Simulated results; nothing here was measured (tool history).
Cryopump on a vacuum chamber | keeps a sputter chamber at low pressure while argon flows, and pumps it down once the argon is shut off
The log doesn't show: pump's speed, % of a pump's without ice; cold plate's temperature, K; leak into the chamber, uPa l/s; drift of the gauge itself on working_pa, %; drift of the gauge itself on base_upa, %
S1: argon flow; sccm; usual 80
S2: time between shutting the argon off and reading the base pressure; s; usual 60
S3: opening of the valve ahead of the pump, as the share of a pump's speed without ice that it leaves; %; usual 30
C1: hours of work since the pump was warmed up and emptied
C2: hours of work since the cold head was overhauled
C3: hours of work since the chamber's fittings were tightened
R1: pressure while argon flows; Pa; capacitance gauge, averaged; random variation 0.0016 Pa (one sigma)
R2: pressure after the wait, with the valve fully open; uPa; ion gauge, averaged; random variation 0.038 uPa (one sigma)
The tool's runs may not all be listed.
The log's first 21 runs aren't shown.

run	day	S1	S2	S3	C1	C2	C3	R1	R2
22	60.408	132	103	20	282	2643	894	0.9855	1.93
# day 62.758: pump warmed up, emptied and cooled again
23	64.217	49	163	30	25	2705	956	0.2352	1.44
24	67.721	49	163	30	86	2766	1017	0.2391	1.45
25	71.238	41	49	15	146	2827	1078	0.3970	3.16
26	73.967	44	45	43	194	2874	1125	0.1559	3.41
27	77.067	44	45	43	247	2927	1178	0.1584	3.48
28	80.104	44	45	43	300	2980	1231	0.1600	3.60
# day 81.300: pump warmed up, emptied and cooled again
29	83.450	95	23	30	37	3034	1285	0.4585	5.88
30	87.275	78	258	21	103	3100	1351	0.5435	1.39
31	88.892	80	42	30	131	3128	1379	0.3922	3.55
32	92.188	54	29	38	188	3185	1436	0.2156	5.06
33	93.738	67	60	30	215	3212	1463	0.3363	3.02
34	95.829	67	60	30	251	3248	1499	0.3372	3.02
35	97.400	67	60	30	278	3275	1526	0.3419	2.97

Forecast each of these 3 alternatives for the next run:
# day 99.871: pump warmed up, emptied and cooled again
A	100.292	71	36	33	7	3321	1572	?	?
# day 99.871: pump warmed up, emptied and cooled again
B	100.292	33	24	24	7	3321	1572	?	?
# day 99.871: pump warmed up, emptied and cooled again
C	100.292	80	60	16	7	3321	1572	?	?

run	R1	R2
A	0.3104	4.11
B	0.1978	5.73
C	0.7151	2.88
Without the tool's hidden state the same runs would have given:
run	R1	R2
A	0.3062	3.43
B	0.1958	5.04
C	0.7104	2.19
